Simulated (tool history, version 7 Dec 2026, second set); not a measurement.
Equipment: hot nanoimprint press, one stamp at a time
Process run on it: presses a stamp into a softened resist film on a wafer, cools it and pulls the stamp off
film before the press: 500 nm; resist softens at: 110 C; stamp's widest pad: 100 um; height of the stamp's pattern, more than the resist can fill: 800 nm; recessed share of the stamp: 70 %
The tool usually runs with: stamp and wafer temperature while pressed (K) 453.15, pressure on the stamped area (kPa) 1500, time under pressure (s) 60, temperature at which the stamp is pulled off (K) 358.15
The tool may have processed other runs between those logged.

| run | day | stamp and wafer temperature while pressed (K) | pressure on the stamped area (kPa) | time under pressure (s) | temperature at which the stamp is pulled off (K) | resist left under the stamp's widest pad (nm) | greatest force while the stamp is pulled off (N) |
|---|---|---|---|---|---|---|---|
| 1 | 0.000 | 453.15 | 1500 | 60 | 358.15 | 258.2 | 287 |
|  | 0.696 | stamp cleaned and given a new release coat |
| 2 | 1.504 | 453.15 | 1500 | 60 | 358.15 | 257.8 | 198 |
| 3 | 2.388 | 453.15 | 1500 | 60 | 358.15 | 256.1 | 198 |
| 4 | 3.292 | 453.15 | 1500 | 57 | 358.15 | 260.2 | 206 |
| 5 | 4.267 | 453.15 | 1500 | 57 | 358.15 | 262.7 | 217 |
| 6 | 5.667 | 453.15 | 1050 | 60 | 358.15 | 303.2 | 221 |
| 7 | 6.875 | 453.15 | 1050 | 60 | 358.15 | 302.2 | 217 |
| 8 | 8.750 | 453.15 | 1300 | 60 | 358.15 | 277.3 | 228 |
| 9 | 10.354 | 453.15 | 1300 | 60 | 358.15 | 277.5 | 235 |
| 10 | 12.275 | 452.15 | 1500 | 60 | 358.15 | 273.4 | 258 |
|  | 12.500 | plate thermocouple calibrated |
| 11 | 13.888 | 452.15 | 1500 | 60 | 358.15 | 272.4 | 256 |
| 12 | 15.483 | 453.15 | 1500 | 60 | 358.15 | 266.0 | 263 |
| 13 | 16.367 | 453.15 | 1500 | 46 | 358.15 | 285.9 | 268 |
| 14 | 17.208 | 453.15 | 1060 | 46 | 358.15 | 325.7 | 279 |
| 15 | 18.583 | 453.15 | 1060 | 46 | 358.15 | 325.8 | 280 |
|  | 19.638 | plate thermocouple calibrated, once more |
| 16 | 19.692 | 453.15 | 1060 | 46 | 365.15 | 325.2 | 229 |
| 17 | 21.571 | 463.15 | 1550 | 30 | 358.15 | 212.4 | 294 |
| 18 | 23.388 | 453.15 | 2290 | 60 | 348.15 | 214.9 | 383 |
|  | 24.021 | stamp cleaned and given a new release coat |
| 19 | 25.483 | 459.15 | 1240 | 70 | 355.15 | 209.0 | 225 |
| 20 | 26.938 | 459.15 | 1090 | 63 | 355.15 | 230.9 | 234 |
| 21 | 27.796 | 459.15 | 2110 | 94 | 361.15 | 145.2 | 199 |
| 22 | 28.742 | 453.15 | 1500 | 109 | 363.15 | 213.9 | 192 |
| 23 | 30.650 | 453.15 | 1500 | 66 | 358.15 | 259.2 | 233 |
| 24 | 32.012 | 453.15 | 1500 | 66 | 358.15 | 259.6 | 237 |
| 25 | 32.950 | 464.15 | 1500 | 40 | 358.15 | 193.3 | 245 |
| 26 | 34.538 | 457.15 | 1400 | 76 | 354.15 | 210.2 | 285 |
|  | 35.217 | press's hydraulic seals changed and the load cell set to zero |
| 27 | 36.575 | 457.15 | 1400 | 76 | 354.15 | 208.7 | 279 |
| 28 | 37.679 | 449.15 | 2190 | 62 | 351.15 | 261.3 | 320 |
| 29 | 39.067 | 449.15 | 1160 | 52 | 365.15 | 352.8 | 225 |

Here are 4 independent what-if runs from the current tool condition. What would each one return?
| A | 40.317 | 448.15 | 1070 | 55 | 358.15 | ? | ? |
| B | 40.317 | 453.15 | 2100 | 60 | 351.15 | ? | ? |
| C | 40.317 | 449.15 | 2110 | 52 | 356.15 | ? | ? |
| D | 40.317 | 449.15 | 1730 | 52 | 365.15 | ? | ? |

| run | resist left under the stamp's widest pad (nm) | greatest force while the stamp is pulled off (N) |
|---|---|---|
| A | 373.2 | 272 |
| B | 226.2 | 331 |
| C | 285.5 | 303 |
| D | 305.8 | 227 |
What these runs would have given with no unlogged condition in the tool:
| run | resist left under the stamp's widest pad (nm) | greatest force while the stamp is pulled off (N) |
|---|---|---|
| A | 365.0 | 194 |
| B | 218.7 | 237 |
| C | 276.8 | 217 |
| D | 297.0 | 162 |
